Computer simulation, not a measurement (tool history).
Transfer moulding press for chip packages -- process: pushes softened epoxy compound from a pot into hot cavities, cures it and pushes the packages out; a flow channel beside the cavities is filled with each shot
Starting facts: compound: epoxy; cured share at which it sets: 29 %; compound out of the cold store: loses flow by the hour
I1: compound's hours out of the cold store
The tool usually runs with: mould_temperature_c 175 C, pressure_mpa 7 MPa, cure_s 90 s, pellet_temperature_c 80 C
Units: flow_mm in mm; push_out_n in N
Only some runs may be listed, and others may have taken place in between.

run 1 hour=0 | mould_temperature_c=175 pressure_mpa=7 cure_s=90 pellet_temperature_c=80 | I1=18.9 | flow_mm=1027 push_out_n=433
-- hour=19.5 cavities cleaned with cleaning compound and waxed
run 2 hour=20.3 | mould_temperature_c=175 pressure_mpa=7 cure_s=90 pellet_temperature_c=80 | I1=30.3 | flow_mm=927 push_out_n=578
run 3 hour=34.5 | mould_temperature_c=175 pressure_mpa=5.79 cure_s=90 pellet_temperature_c=80 | I1=20.9 | flow_mm=895 push_out_n=540
run 4 hour=52.7 | mould_temperature_c=175 pressure_mpa=5.79 cure_s=90 pellet_temperature_c=80 | I1=43 | flow_mm=787 push_out_n=488
run 5 hour=77.4 | mould_temperature_c=175 pressure_mpa=5.79 cure_s=90 pellet_temperature_c=80 | I1=11.6 | flow_mm=946 push_out_n=514
run 6 hour=96.5 | mould_temperature_c=175 pressure_mpa=5.79 cure_s=90 pellet_temperature_c=80 | I1=39.8 | flow_mm=793 push_out_n=498
run 7 hour=116 | mould_temperature_c=175 pressure_mpa=5.79 cure_s=90 pellet_temperature_c=80 | I1=36.6 | flow_mm=800 push_out_n=483
-- hour=122 cavities cleaned with cleaning compound and waxed
run 8 hour=130.4 | mould_temperature_c=175 pressure_mpa=7 cure_s=90 pellet_temperature_c=80 | I1=44.4 | flow_mm=841 push_out_n=257
run 9 hour=140.9 | mould_temperature_c=175 pressure_mpa=7 cure_s=89 pellet_temperature_c=80 | I1=41.5 | flow_mm=855 push_out_n=305
run 10 hour=153.3 | mould_temperature_c=175 pressure_mpa=6.97 cure_s=89 pellet_temperature_c=80 | I1=27.4 | flow_mm=938 push_out_n=355
-- hour=167.8 cavities cleaned with cleaning compound and waxed, once more
run 11 hour=175.3 | mould_temperature_c=175 pressure_mpa=7 cure_s=90 pellet_temperature_c=80 | I1=35.4 | flow_mm=874 push_out_n=263
run 12 hour=196 | mould_temperature_c=175 pressure_mpa=8 cure_s=90 pellet_temperature_c=80 | I1=18.1 | flow_mm=1041 push_out_n=353
run 13 hour=206.8 | mould_temperature_c=177 pressure_mpa=5.26 cure_s=128 pellet_temperature_c=72 | I1=15 | flow_mm=868 push_out_n=347
run 14 hour=227 | mould_temperature_c=167 pressure_mpa=6.09 cure_s=111 pellet_temperature_c=75 | I1=33.2 | flow_mm=867 push_out_n=441
run 15 hour=240.1 | mould_temperature_c=167 pressure_mpa=6.09 cure_s=111 pellet_temperature_c=75 | I1=31.5 | flow_mm=877 push_out_n=485
run 16 hour=265.2 | mould_temperature_c=167 pressure_mpa=6.09 cure_s=111 pellet_temperature_c=75 | I1=40.5 | flow_mm=822 push_out_n=487
-- hour=270.7 cavities cleaned with cleaning compound and waxed
run 17 hour=279.9 | mould_temperature_c=167 pressure_mpa=6.09 cure_s=111 pellet_temperature_c=75 | I1=31.7 | flow_mm=869 push_out_n=291
run 18 hour=301.3 | mould_temperature_c=167 pressure_mpa=6.09 cure_s=111 pellet_temperature_c=75 | I1=11.7 | flow_mm=982 push_out_n=399
run 19 hour=317.6 | mould_temperature_c=168 pressure_mpa=7 cure_s=72 pellet_temperature_c=73 | I1=33.3 | flow_mm=898 push_out_n=894
run 20 hour=334 | mould_temperature_c=171 pressure_mpa=7 cure_s=127 pellet_temperature_c=83 | I1=16.7 | flow_mm=983 push_out_n=394
run 21 hour=358.7 | mould_temperature_c=171 pressure_mpa=7 cure_s=127 pellet_temperature_c=83 | I1=28.8 | flow_mm=901 push_out_n=403

Predict each of these 5 candidate next runs independently; none follows another, all start after run 21:
-- hour=372.9 cavities cleaned with cleaning compound and waxed
run A hour=382.2 | mould_temperature_c=175 pressure_mpa=7 cure_s=71 pellet_temperature_c=72 | I1=26.2 | flow_mm=? push_out_n=?
-- hour=372.9 cavities cleaned with cleaning compound and waxed
run B hour=382.2 | mould_temperature_c=182 pressure_mpa=5.82 cure_s=74 pellet_temperature_c=80 | I1=24.5 | flow_mm=? push_out_n=?
-- hour=372.9 cavities cleaned with cleaning compound and waxed
run C hour=382.2 | mould_temperature_c=169 pressure_mpa=6 cure_s=81 pellet_temperature_c=83 | I1=10 | flow_mm=? push_out_n=?
-- hour=372.9 cavities cleaned with cleaning compound and waxed
run D hour=382.2 | mould_temperature_c=171 pressure_mpa=7 cure_s=79 pellet_temperature_c=83 | I1=31 | flow_mm=? push_out_n=?
-- hour=372.9 cavities cleaned with cleaning compound and waxed
run E hour=382.2 | mould_temperature_c=171 pressure_mpa=7 cure_s=127 pellet_temperature_c=87 | I1=32.2 | flow_mm=? push_out_n=?

run=A flow_mm=900 push_out_n=398
run=B flow_mm=799 push_out_n=266
run=C flow_mm=957 push_out_n=488
run=D flow_mm=892 push_out_n=402
run=E flow_mm=890 push_out_n=270
The same runs, with their run-to-run variation unchanged, on a tool lacking any hidden condition would have given:
run=A flow_mm=982 push_out_n=301
run=B flow_mm=872 push_out_n=206
run=C flow_mm=1044 push_out_n=363
run=D flow_mm=973 push_out_n=303
run=E flow_mm=971 push_out_n=213
